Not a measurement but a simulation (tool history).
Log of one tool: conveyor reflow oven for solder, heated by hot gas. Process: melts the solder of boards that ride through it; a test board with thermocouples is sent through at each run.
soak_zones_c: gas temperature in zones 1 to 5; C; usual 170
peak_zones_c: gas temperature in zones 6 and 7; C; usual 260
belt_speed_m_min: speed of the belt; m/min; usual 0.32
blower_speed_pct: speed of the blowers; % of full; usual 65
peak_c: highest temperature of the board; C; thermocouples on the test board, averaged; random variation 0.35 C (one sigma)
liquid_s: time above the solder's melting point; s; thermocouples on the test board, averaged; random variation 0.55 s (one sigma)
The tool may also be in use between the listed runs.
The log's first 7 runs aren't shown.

run 8 hour=49.8 | soak_zones_c=170 peak_zones_c=260 belt_speed_m_min=0.32 blower_speed_pct=65 | peak_c=244.9 liquid_s=75.9
run 9 hour=56.5 | soak_zones_c=170 peak_zones_c=260 belt_speed_m_min=0.32 blower_speed_pct=65 | peak_c=245.1 liquid_s=75.4
run 10 hour=64.4 | soak_zones_c=170 peak_zones_c=260 belt_speed_m_min=0.32 blower_speed_pct=65 | peak_c=245.1 liquid_s=75.1
run 11 hour=70.6 | soak_zones_c=170 peak_zones_c=260 belt_speed_m_min=0.32 blower_speed_pct=65 | peak_c=245.4 liquid_s=74.3
run 12 hour=75.6 | soak_zones_c=170 peak_zones_c=260 belt_speed_m_min=0.33 blower_speed_pct=65 | peak_c=244.3 liquid_s=71.7
run 13 hour=85.2 | soak_zones_c=170 peak_zones_c=260 belt_speed_m_min=0.282 blower_speed_pct=65 | peak_c=248.4 liquid_s=92.6
run 14 hour=89.7 | soak_zones_c=170 peak_zones_c=260 belt_speed_m_min=0.282 blower_speed_pct=65 | peak_c=249.1 liquid_s=93.1
run 15 hour=95.4 | soak_zones_c=157 peak_zones_c=260 belt_speed_m_min=0.32 blower_speed_pct=65 | peak_c=242.8 liquid_s=65.6
run 16 hour=100 | soak_zones_c=157 peak_zones_c=260 belt_speed_m_min=0.349 blower_speed_pct=65 | peak_c=240.2 liquid_s=55.5
run 17 hour=108.7 | soak_zones_c=170 peak_zones_c=274 belt_speed_m_min=0.32 blower_speed_pct=65 | peak_c=257.9 liquid_s=88.5
run 18 hour=115.3 | soak_zones_c=170 peak_zones_c=274 belt_speed_m_min=0.299 blower_speed_pct=65 | peak_c=260.5 liquid_s=97.6
run 19 hour=121.7 | soak_zones_c=170 peak_zones_c=260 belt_speed_m_min=0.32 blower_speed_pct=52 | peak_c=242.4 liquid_s=69.9
run 20 hour=130.7 | soak_zones_c=185 peak_zones_c=258 belt_speed_m_min=0.32 blower_speed_pct=65 | peak_c=245.7 liquid_s=85.4
run 21 hour=136.8 | soak_zones_c=185 peak_zones_c=254 belt_speed_m_min=0.353 blower_speed_pct=56 | peak_c=237.6 liquid_s=64.6
run 22 hour=143.3 | soak_zones_c=185 peak_zones_c=254 belt_speed_m_min=0.353 blower_speed_pct=56 | peak_c=237.9 liquid_s=64.5
run 23 hour=150.5 | soak_zones_c=185 peak_zones_c=254 belt_speed_m_min=0.353 blower_speed_pct=56 | peak_c=238.6 liquid_s=64.6
run 24 hour=160.5 | soak_zones_c=185 peak_zones_c=254 belt_speed_m_min=0.353 blower_speed_pct=56 | peak_c=238.2 liquid_s=64.4
run 25 hour=167.3 | soak_zones_c=185 peak_zones_c=254 belt_speed_m_min=0.353 blower_speed_pct=56 | peak_c=238.4 liquid_s=64.3
run 26 hour=175.1 | soak_zones_c=169 peak_zones_c=274 belt_speed_m_min=0.325 blower_speed_pct=74 | peak_c=258.6 liquid_s=87.3
run 27 hour=182.2 | soak_zones_c=169 peak_zones_c=274 belt_speed_m_min=0.325 blower_speed_pct=74 | peak_c=258.1 liquid_s=86.6
run 28 hour=190.9 | soak_zones_c=170 peak_zones_c=274 belt_speed_m_min=0.289 blower_speed_pct=85 | peak_c=263.1 liquid_s=105.2
run 29 hour=199.6 | soak_zones_c=177 peak_zones_c=274 belt_speed_m_min=0.264 blower_speed_pct=85 | peak_c=266 liquid_s=122.1
run 30 hour=204.7 | soak_zones_c=177 peak_zones_c=261 belt_speed_m_min=0.371 blower_speed_pct=87 | peak_c=246.1 liquid_s=68.3
run 31 hour=211.8 | soak_zones_c=173 peak_zones_c=255 belt_speed_m_min=0.371 blower_speed_pct=87 | peak_c=239.7 liquid_s=60.2

3 ways to go on from here, each from the tool as it stands after run 31. What would each give?
run A hour=220.6 | soak_zones_c=179 peak_zones_c=255 belt_speed_m_min=0.371 blower_speed_pct=87 | peak_c=? liquid_s=?
run B hour=220.6 | soak_zones_c=182 peak_zones_c=260 belt_speed_m_min=0.32 blower_speed_pct=65 | peak_c=? liquid_s=?
run C hour=220.6 | soak_zones_c=173 peak_zones_c=255 belt_speed_m_min=0.295 blower_speed_pct=77 | peak_c=? liquid_s=?

run=A peak_c=242 liquid_s=64.4
run=B peak_c=247.6 liquid_s=84
run=C peak_c=245 liquid_s=85.1
Without the tool's hidden state the same runs would have given:
run=A peak_c=243.4 liquid_s=66.4
run=B peak_c=248.8 liquid_s=85.1
run=C peak_c=246.1 liquid_s=86.6
